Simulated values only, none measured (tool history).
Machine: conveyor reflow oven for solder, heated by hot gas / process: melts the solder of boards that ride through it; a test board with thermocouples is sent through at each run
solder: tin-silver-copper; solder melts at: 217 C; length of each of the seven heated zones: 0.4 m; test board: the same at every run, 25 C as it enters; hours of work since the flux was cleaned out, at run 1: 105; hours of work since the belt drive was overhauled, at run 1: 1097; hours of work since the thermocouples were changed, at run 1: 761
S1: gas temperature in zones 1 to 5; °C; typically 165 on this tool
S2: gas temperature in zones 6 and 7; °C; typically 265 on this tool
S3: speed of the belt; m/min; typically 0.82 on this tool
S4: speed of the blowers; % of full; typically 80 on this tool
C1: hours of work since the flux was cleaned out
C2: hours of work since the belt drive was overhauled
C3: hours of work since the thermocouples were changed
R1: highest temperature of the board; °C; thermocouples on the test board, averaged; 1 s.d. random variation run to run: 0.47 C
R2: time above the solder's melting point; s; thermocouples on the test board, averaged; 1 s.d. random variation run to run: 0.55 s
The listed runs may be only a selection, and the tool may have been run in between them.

run	hour	S1	S2	S3	S4	C1	C2	C3	R1	R2
1	0	165	265	0.82	80	105	1097	761	245.1	36.5
2	22	165	265	0.82	80	116	1108	771	244.8	36.7
3	51.1	165	265	0.82	80	130	1122	785	244.3	36.2
4	84.5	165	265	0.82	80	146	1138	802	244.1	36.7
5	114.4	165	265	0.82	80	160	1153	816	244.4	36.4
# hour 134.5: belt drive overhauled, speed set with a stopwatch
6	149.2	165	265	0.82	80	175	7	831	244.5	37
7	196	165	265	0.82	80	198	30	854	243.4	35
8	233.6	165	265	0.82	80	216	48	872	242.9	35.3
# hour 262.6: belt drive overhauled, speed set with a stopwatch, once more
9	266.6	165	265	0.82	80	230	2	886	243.5	35
10	312.4	165	265	0.82	80	253	24	908	241.4	33.9
11	338.9	165	265	0.82	80	266	37	921	241.4	33.4
12	362.6	165	264	0.968	55	277	49	933	225.7	11.8
13	407.6	165	276	0.82	51	299	70	954	241.8	31.5
14	446.8	165	263	0.82	66	318	89	973	235.8	26.7
15	486.9	165	279	0.76	55	337	109	993	249.1	41
16	531	165	279	0.76	55	359	130	1014	248.8	40.1
17	578.5	165	279	0.825	55	382	153	1037	244.2	32.7
18	614	165	279	0.825	55	399	171	1055	243.7	33.1
19	646.1	155	267	0.82	80	415	186	1070	238.2	29

Same runs, no hidden state in the tool, same run-to-run variation:
The hidden state here: heat that the gas passes to the board, % of a clean oven's; belt's true speed, % of the reading; true gas temperature in zones 6 and 7 over the reading, C; drift of the gauge itself on peak_c, C; drift of the gauge itself on liquid_s, %.
run	R1	R2
1	248.2	38.4
2	248.1	38.7
3	247.9	38.5
4	247.9	39.2
5	248.5	39
6	248.7	39.7
7	247.9	38
8	247.7	38.6
9	249	39.4
10	247.3	38.7
11	247.5	38.4
12	231.7	18.5
13	247.8	36.6
14	242.3	33.2
15	255.7	45.9
16	255.8	45.3
17	251.8	38.6
18	251.6	39.2
19	247.2	36.7
